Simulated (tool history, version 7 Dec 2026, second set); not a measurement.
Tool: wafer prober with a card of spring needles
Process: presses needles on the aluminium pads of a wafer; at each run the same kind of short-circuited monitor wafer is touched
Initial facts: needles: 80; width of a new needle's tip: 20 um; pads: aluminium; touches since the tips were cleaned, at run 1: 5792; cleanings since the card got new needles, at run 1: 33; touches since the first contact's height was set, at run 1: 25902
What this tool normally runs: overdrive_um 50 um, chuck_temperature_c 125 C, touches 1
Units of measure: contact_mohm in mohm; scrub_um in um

| run | day | overdrive_um | chuck_temperature_c | touches | touches since the tips were cleaned | cleanings since the card got new needles | touches since the first contact's height was set | contact_mohm | scrub_um |
|---|---|---|---|---|---|---|---|---|---|
| 1 | 0.000 | 50 | 125 | 1 | 5792 | 33 | 25902 | 249 | 10.97 |
|  | 0.521 | tips cleaned on abrasive film |
|  | 1.725 | tips cleaned on abrasive film |
|  | 3.012 | tips cleaned on abrasive film |
| 2 | 3.038 | 50 | 125 | 1 | 194 | 36 | 49214 | 251 | 10.99 |
|  | 4.208 | tips cleaned on abrasive film |
|  | 5.521 | tips cleaned on abrasive film |
| 3 | 5.925 | 50 | 125 | 1 | 3117 | 38 | 71444 | 252 | 10.94 |
|  | 6.808 | tips cleaned on abrasive film |
|  | 8.088 | tips cleaned on abrasive film |
| 4 | 8.533 | 50 | 125 | 1 | 3422 | 40 | 91478 | 251 | 10.93 |
|  | 9.429 | tips cleaned on abrasive film |
| 5 | 9.804 | 50 | 125 | 1 | 2872 | 41 | 101242 | 250 | 10.88 |
|  | 10.688 | tips cleaned on abrasive film |
|  | 11.867 | tips cleaned on abrasive film |
| 6 | 11.867 | 50 | 125 | 1 | 0 | 43 | 117073 | 249 | 10.84 |
|  | 13.192 | tips cleaned on abrasive film |
| 7 | 14.279 | 50 | 125 | 1 | 8360 | 44 | 135644 | 249 | 10.87 |
|  | 14.529 | tips cleaned on abrasive film |
|  | 15.783 | tips cleaned on abrasive film |
|  | 16.688 | height of the first contact set anew |
| 8 | 16.879 | 50 | 125 | 1 | 8333 | 46 | 1451 | 250 | 10.80 |
|  | 17.062 | tips cleaned on abrasive film |
|  | 18.354 | tips cleaned on abrasive film |
| 9 | 19.500 | 50 | 125 | 1 | 8843 | 48 | 21620 | 249 | 10.87 |
|  | 19.788 | tips cleaned on abrasive film |
|  | 21.067 | tips cleaned on abrasive film |
| 10 | 22.142 | 50 | 113 | 1 | 8298 | 50 | 41931 | 247 | 10.83 |
|  | 22.329 | tips cleaned on abrasive film |
|  | 23.633 | tips cleaned on abrasive film |
| 11 | 23.633 | 50 | 118 | 1 | 0 | 52 | 53360 | 246 | 10.79 |
|  | 24.921 | tips cleaned on abrasive film |
| 12 | 25.788 | 50 | 125 | 1 | 6663 | 53 | 69924 | 253 | 10.85 |
|  | 26.204 | tips cleaned on abrasive film |
|  | 27.488 | tips cleaned on abrasive film |
| 13 | 28.458 | 50 | 125 | 1 | 7514 | 55 | 90475 | 254 | 10.92 |
|  | 28.696 | tips cleaned on abrasive film |
|  | 29.883 | tips cleaned on abrasive film |
| 14 | 29.888 | 50 | 125 | 1 | 30 | 57 | 101410 | 250 | 10.83 |
|  | 31.096 | tips cleaned on abrasive film |
|  | 32.346 | tips cleaned on abrasive film |
| 15 | 32.492 | 50 | 125 | 1 | 1137 | 59 | 121440 | 250 | 10.78 |
|  | 33.667 | tips cleaned on abrasive film |
| 16 | 34.596 | 50 | 125 | 3 | 7181 | 60 | 137631 | 249 | 10.72 |
|  | 34.912 | tips cleaned on abrasive film |
|  | 36.092 | tips cleaned on abrasive film |
|  | 36.875 | height of the first contact set anew |
| 17 | 37.125 | 48 | 119 | 3 | 7852 | 62 | 1919 | 249 | 10.31 |
|  | 37.292 | tips cleaned on abrasive film |
|  | 38.479 | tips cleaned on abrasive film |
|  | 39.683 | tips cleaned on abrasive film |
| 18 | 39.683 | 48 | 57 | 3 | 0 | 65 | 21543 | 231 | 10.34 |
|  | 40.850 | tips cleaned on abrasive film |
| 19 | 41.512 | 63 | 57 | 3 | 5105 | 66 | 35629 | 230 | 13.54 |
|  | 42.092 | tips cleaned on abrasive film |
|  | 43.379 | tips cleaned on abrasive film |
| 20 | 43.667 | 59 | 57 | 3 | 2233 | 68 | 52175 | 234 | 12.69 |
|  | 44.638 | tips cleaned on abrasive film |
|  | 45.871 | tips cleaned on abrasive film |
| 21 | 45.871 | 43 | 27 | 2 | 0 | 70 | 69105 | 225 | 9.20 |
|  | 47.262 | tips cleaned on abrasive film |
|  | 48.508 | tips cleaned on abrasive film |
| 22 | 48.879 | 43 | 27 | 2 | 2851 | 72 | 92243 | 230 | 9.23 |
|  | 49.783 | tips cleaned on abrasive film |
|  | 51.112 | tips cleaned on abrasive film |
| 23 | 51.854 | 43 | 27 | 2 | 5731 | 74 | 115124 | 227 | 9.26 |
|  | 52.292 | tips cleaned on abrasive film |
|  | 53.692 | tips cleaned on abrasive film |
| 24 | 53.808 | 31 | 100 | 3 | 889 | 76 | 130105 | 265 | 6.60 |
|  | 54.925 | tips cleaned on abrasive film |
| 25 | 55.346 | 31 | 100 | 3 | 3264 | 77 | 141951 | 260 | 6.62 |
|  | 56.271 | tips cleaned on abrasive film |
|  | 56.938 | height of the first contact set anew |
|  | 57.504 | tips cleaned on abrasive film |
| 26 | 57.946 | 31 | 100 | 3 | 3422 | 79 | 7757 | 262 | 6.68 |
|  | 58.812 | tips cleaned on abrasive film |
|  | 60.112 | tips cleaned on abrasive film |
| 27 | 60.133 | 42 | 52 | 1 | 167 | 81 | 24552 | 238 | 8.92 |
|  | 61.308 | tips cleaned on abrasive film |
| 28 | 61.888 | 42 | 34 | 1 | 4465 | 82 | 38050 | 231 | 8.97 |
|  | 62.483 | tips cleaned on abrasive film |
|  | 63.742 | tips cleaned on abrasive film |
| 29 | 63.908 | 61 | 32 | 1 | 1282 | 84 | 53556 | 224 | 12.99 |
|  | 65.125 | tips cleaned on abrasive film |
| 30 | 65.746 | 53 | 39 | 2 | 4791 | 85 | 67702 | 226 | 11.26 |
|  | 66.350 | tips cleaned on abrasive film |
|  | 67.600 | tips cleaned on abrasive film |
|  | 68.283 | gauge calibrated |
| 31 | 68.633 | 33 | 26 | 2 | 7966 | 87 | 89901 | 236 | 7.20 |

How would selected steps in scrub_um from run to run divide? Give the signed amount a tool lacking its hidden state would still show from settings, what came in and random variation, and the signed amount left for the hidden state, including any gauge scatter that is not in both of the compared results.
Hidden state present: debris on the tips, nm; way that the needles fall short of the set height, um; tips' diameter, um; drift of the gauge itself on contact_mohm, %; drift of the gauge itself on scrub_um, %.
Run 18 -> 19: overdrive_um 48 -> 63, tips cleaned on abrasive film. scrub_um +3.20 um: hidden state -0.06, all else +3.26.
Run 20 -> 21: overdrive_um 59 -> 43, chuck_temperature_c 57 -> 27, touches 3 -> 2, tips cleaned on abrasive film, tips cleaned on abrasive film. scrub_um -3.49 um: hidden state +0.06, all else -3.55.
Run 28 -> 29: overdrive_um 42 -> 61, chuck_temperature_c 34 -> 32, tips cleaned on abrasive film, tips cleaned on abrasive film. scrub_um +4.02 um: hidden state -0.12, all else +4.14.
Run 30 -> 31: overdrive_um 53 -> 33, chuck_temperature_c 39 -> 26, tips cleaned on abrasive film, tips cleaned on abrasive film, gauge calibrated. scrub_um -4.06 um: hidden state +0.32, all else -4.38.

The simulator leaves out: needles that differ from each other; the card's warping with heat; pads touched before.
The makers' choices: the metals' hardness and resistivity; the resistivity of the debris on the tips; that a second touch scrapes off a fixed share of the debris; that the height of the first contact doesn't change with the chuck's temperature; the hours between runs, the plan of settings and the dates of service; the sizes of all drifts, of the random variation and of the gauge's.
